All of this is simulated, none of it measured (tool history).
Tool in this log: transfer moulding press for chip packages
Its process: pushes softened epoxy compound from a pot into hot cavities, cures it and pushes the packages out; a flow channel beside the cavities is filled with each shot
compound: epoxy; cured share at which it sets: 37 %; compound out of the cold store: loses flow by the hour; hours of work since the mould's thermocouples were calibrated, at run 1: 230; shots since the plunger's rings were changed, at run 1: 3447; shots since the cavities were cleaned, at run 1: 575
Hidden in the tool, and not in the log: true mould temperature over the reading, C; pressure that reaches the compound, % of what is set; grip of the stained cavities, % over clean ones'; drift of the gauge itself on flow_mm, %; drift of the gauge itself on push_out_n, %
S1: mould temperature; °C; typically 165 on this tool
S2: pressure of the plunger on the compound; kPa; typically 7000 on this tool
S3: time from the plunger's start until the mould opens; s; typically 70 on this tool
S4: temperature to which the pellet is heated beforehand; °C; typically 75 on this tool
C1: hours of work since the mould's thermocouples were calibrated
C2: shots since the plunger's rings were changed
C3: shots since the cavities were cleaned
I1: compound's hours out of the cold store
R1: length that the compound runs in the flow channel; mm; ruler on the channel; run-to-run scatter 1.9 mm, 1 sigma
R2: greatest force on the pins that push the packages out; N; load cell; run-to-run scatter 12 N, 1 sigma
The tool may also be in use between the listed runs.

run	hour	S1	S2	S3	S4	C1	C2	C3	I1	R1	R2
1	0	165	7000	70	75	230	3447	575	41.3	632	797
2	29.5	165	7000	70	75	250	3971	1099	8.3	726	940
# hour 35.5: cavities cleaned with cleaning compound and waxed
3	45.8	165	7000	70	75	260	4236	184	27.5	665	681
# hour 54: plunger's sealing rings changed
4	66	165	7000	70	75	272	213	497	42.3	652	783
5	91	165	7000	70	75	289	658	942	35.7	668	882
# hour 105.4: cavities cleaned with cleaning compound and waxed
6	125.4	165	7000	70	75	311	1244	356	9.5	743	824
7	160.5	165	7000	70	75	335	1869	981	40.8	648	930
# hour 173.8: cavities cleaned with cleaning compound and waxed
8	178.2	165	7000	70	75	346	2156	78	14.8	716	646
9	209.3	165	7000	70	75	367	2710	632	13.2	717	873
10	223.9	165	7000	66	75	377	2970	892	17.2	705	1079
# hour 240: cavities cleaned with cleaning compound and waxed
11	249.5	165	7000	70	75	393	3398	168	9.9	724	737
12	276.2	165	7000	70	75	411	3874	644	18.8	697	850
# hour 304.6: plunger's sealing rings changed
# hour 311.4: cavities cleaned with cleaning compound and waxed
13	313.4	165	8590	70	79	434	130	36	8.3	837	661
14	329.7	165	8590	62	78	445	421	327	30.6	758	967
15	362.1	165	8590	64	69	467	996	902	11.2	818	1188
# hour 379.2: cavities cleaned with cleaning compound and waxed
16	385	165	6890	64	69	482	1378	103	21.9	699	822
17	412.4	167	7000	70	82	500	1865	590	32.7	663	731
18	440.9	158	7000	70	75	519	2372	1097	40.3	668	1501
# hour 446.6: cavities cleaned with cleaning compound and waxed
19	457	158	7000	70	75	529	2631	184	26.2	709	1179
20	489	158	7420	77	72	551	3201	754	25.7	723	1212
21	504.6	158	7420	77	72	562	3478	1031	13.5	765	1356
# hour 515.6: cavities cleaned with cleaning compound and waxed
22	535.8	158	5210	84	72	582	4007	360	22.7	612	865
# hour 541: mould's thermocouples calibrated
# hour 559.1: plunger's sealing rings changed
23	559.1	173	8740	70	78	11	0	693	24.2	759	609

4 options for the next run, each taken on its own from the tool as it stands now. Forecast them:
A	577.3	173	5730	70	78	23	324	1017	45.1	?	?
B	577.3	165	7000	110	81	23	324	1017	28.8	?	?
C	577.3	171	8190	70	78	23	324	1017	20.3	?	?
D	577.3	172	8740	107	73	23	324	1017	34.2	?	?

run	R1	R2
A	565	666
B	684	605
C	751	682
D	731	620
Without the tool's hidden state the same runs would have given:
run	R1	R2
A	566	421
B	685	384
C	752	427
D	731	394
